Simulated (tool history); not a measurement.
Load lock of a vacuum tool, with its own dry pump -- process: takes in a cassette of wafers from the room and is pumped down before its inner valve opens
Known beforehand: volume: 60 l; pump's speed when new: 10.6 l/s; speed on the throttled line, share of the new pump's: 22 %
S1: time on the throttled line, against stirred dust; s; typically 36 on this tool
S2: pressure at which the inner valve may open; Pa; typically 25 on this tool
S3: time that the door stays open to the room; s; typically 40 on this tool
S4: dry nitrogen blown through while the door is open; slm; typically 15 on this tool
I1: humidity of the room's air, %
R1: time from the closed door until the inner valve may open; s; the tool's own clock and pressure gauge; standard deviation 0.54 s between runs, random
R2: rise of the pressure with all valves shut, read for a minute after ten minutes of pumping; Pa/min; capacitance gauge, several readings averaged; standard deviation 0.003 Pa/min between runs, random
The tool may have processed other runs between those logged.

Run 1, hour 0: usual settings; I1 43.6. Result: R1 76.9 s, R2 0.074 Pa/min.
Run 2, hour 67.6: usual settings; I1 47.8. Result: R1 76.9 s, R2 0.081 Pa/min.
Run 3, hour 136.6: usual settings; I1 44.5. Result: R1 77.1 s, R2 0.084 Pa/min.
Run 4, hour 205.9: usual settings; I1 45.3. Result: R1 76 s, R2 0.088 Pa/min.
Run 5, hour 290.3: usual settings; I1 47. Result: R1 77.5 s, R2 0.085 Pa/min.
Run 6, hour 377.6: usual settings; I1 45.8. Result: R1 76.9 s, R2 0.09 Pa/min.
Run 7, hour 458: usual settings; I1 47.1. Result: R1 76.4 s, R2 0.091 Pa/min.
Run 8, hour 545.2: usual settings; I1 44.9. Result: R1 77.1 s, R2 0.103 Pa/min.
Run 9, hour 656.4: usual settings but S4 4 slm; I1 47. Result: R1 76.9 s, R2 0.118 Pa/min.
Run 10, hour 728.2: usual settings; I1 44.3. Result: R1 76.9 s, R2 0.102 Pa/min.
Run 11, hour 824.5: usual settings; I1 43.2. Result: R1 77.5 s, R2 0.113 Pa/min.
Run 12, hour 877.8: usual settings; I1 41.8. Result: R1 77 s, R2 0.114 Pa/min.
Run 13, hour 956.1: usual settings; I1 44.6. Result: R1 77 s, R2 0.117 Pa/min.
Run 14, hour 1045.8: usual settings; I1 45.8. Result: R1 76.4 s, R2 0.121 Pa/min.
Run 15, hour 1097.6: usual settings but S3 139 s; I1 44.7. Result: R1 77.3 s, R2 0.162 Pa/min.
Run 16, hour 1186: usual settings but S3 139 s; I1 47.7. Result: R1 77.2 s, R2 0.176 Pa/min.
Run 17, hour 1260.9: usual settings but S3 139 s; I1 47.1. Result: R1 77.9 s, R2 0.175 Pa/min.
Run 18, hour 1329.9: usual settings but S1 29 s, S3 53 s, S4 32 slm; I1 41.9. Result: R1 70.7 s, R2 0.138 Pa/min.
Run 19, hour 1453.9: usual settings but S1 50 s, S2 40 Pa, S3 30 s, S4 18 slm; I1 43.5. Result: R1 84.6 s, R2 0.143 Pa/min.
Run 20, hour 1528.8: usual settings but S1 50 s, S2 21 Pa, S3 30 s, S4 18 slm; I1 45.1. Result: R1 89.3 s, R2 0.152 Pa/min.
Run 21, hour 1651.2: usual settings but S1 25 s, S2 22 Pa; I1 45.9. Result: R1 69.9 s, R2 0.164 Pa/min.
Run 22, hour 1772: usual settings but S1 25 s, S2 22 Pa; I1 47.6. Result: R1 69.8 s, R2 0.179 Pa/min.

Predict the results of run 23:
Run 23, hour 1886: usual settings but S1 25 s, S2 22 Pa; I1 47.3. Result: R1 ?, R2 ?.

{"run 23": {"R1": 69.6, "R2": 0.178}}
On a tool with no hidden condition, and with the same random variation, this run would have come out at R1 67.5 s, R2 0.028 Pa/min.
